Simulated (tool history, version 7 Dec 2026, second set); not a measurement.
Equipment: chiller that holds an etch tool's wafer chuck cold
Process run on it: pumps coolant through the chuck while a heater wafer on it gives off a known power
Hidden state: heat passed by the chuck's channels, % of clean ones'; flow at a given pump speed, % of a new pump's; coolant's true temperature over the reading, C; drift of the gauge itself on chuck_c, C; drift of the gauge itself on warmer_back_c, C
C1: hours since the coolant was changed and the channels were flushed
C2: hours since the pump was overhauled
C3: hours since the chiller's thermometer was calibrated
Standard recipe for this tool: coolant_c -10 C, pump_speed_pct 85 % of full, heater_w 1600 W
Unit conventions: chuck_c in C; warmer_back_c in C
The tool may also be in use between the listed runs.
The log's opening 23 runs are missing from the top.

run 24 hour=1178.3 | coolant_c=-9 pump_speed_pct=85 heater_w=1547 | C1=1786 C2=4307 C3=1178 | chuck_c=2.1 warmer_back_c=6.11
run 25 hour=1220.1 | coolant_c=-10 pump_speed_pct=85 heater_w=2213 | C1=1827 C2=4349 C3=1220 | chuck_c=6.1 warmer_back_c=8.85
run 26 hour=1264.2 | coolant_c=-6 pump_speed_pct=90 heater_w=996 | C1=1872 C2=4393 C3=1264 | chuck_c=0.8 warmer_back_c=3.70
run 27 hour=1329.5 | coolant_c=-10 pump_speed_pct=84 heater_w=1777 | C1=1937 C2=4458 C3=1330 | chuck_c=2.9 warmer_back_c=7.23
run 28 hour=1406.2 | coolant_c=-10 pump_speed_pct=84 heater_w=1777 | C1=2013 C2=4535 C3=1406 | chuck_c=3.1 warmer_back_c=7.22
run 29 hour=1471.4 | coolant_c=-10 pump_speed_pct=84 heater_w=1777 | C1=2079 C2=4600 C3=1471 | chuck_c=2.9 warmer_back_c=7.16
run 30 hour=1551.6 | coolant_c=-10 pump_speed_pct=98 heater_w=1009 | C1=2159 C2=4680 C3=1552 | chuck_c=-3.6 warmer_back_c=3.34
-- hour=1571.8 gauge calibrated
run 31 hour=1592.0 | coolant_c=-10 pump_speed_pct=98 heater_w=1009 | C1=2199 C2=4721 C3=1592 | chuck_c=-3.5 warmer_back_c=3.64
run 32 hour=1672.4 | coolant_c=-10 pump_speed_pct=98 heater_w=1009 | C1=2280 C2=4801 C3=1672 | chuck_c=-3.8 warmer_back_c=3.59
-- hour=1690.1 coolant pump overhauled
run 33 hour=1738.5 | coolant_c=-10 pump_speed_pct=98 heater_w=1009 | C1=2341 C2=48 C3=1733 | chuck_c=-3.7 warmer_back_c=3.60

Predict each of these 3 candidate next runs independently; none follows another, all start after run 33:
run A hour=1772.7 | coolant_c=-10 pump_speed_pct=76 heater_w=1617 | C1=2375 C2=83 C3=1768 | chuck_c=? warmer_back_c=?
run B hour=1772.7 | coolant_c=-3 pump_speed_pct=72 heater_w=876 | C1=2375 C2=83 C3=1768 | chuck_c=? warmer_back_c=?
run C hour=1772.7 | coolant_c=-11 pump_speed_pct=98 heater_w=1009 | C1=2375 C2=83 C3=1768 | chuck_c=? warmer_back_c=?

run=A chuck_c=2.9 warmer_back_c=7.43
run=B chuck_c=4.5 warmer_back_c=4.19
run=C chuck_c=-4.4 warmer_back_c=3.61
The same runs, with their run-to-run variation unchanged, on a tool lacking any hidden condition would have given:
run=A chuck_c=2.8 warmer_back_c=7.47
run=B chuck_c=4.5 warmer_back_c=4.23
run=C chuck_c=-4.4 warmer_back_c=3.64
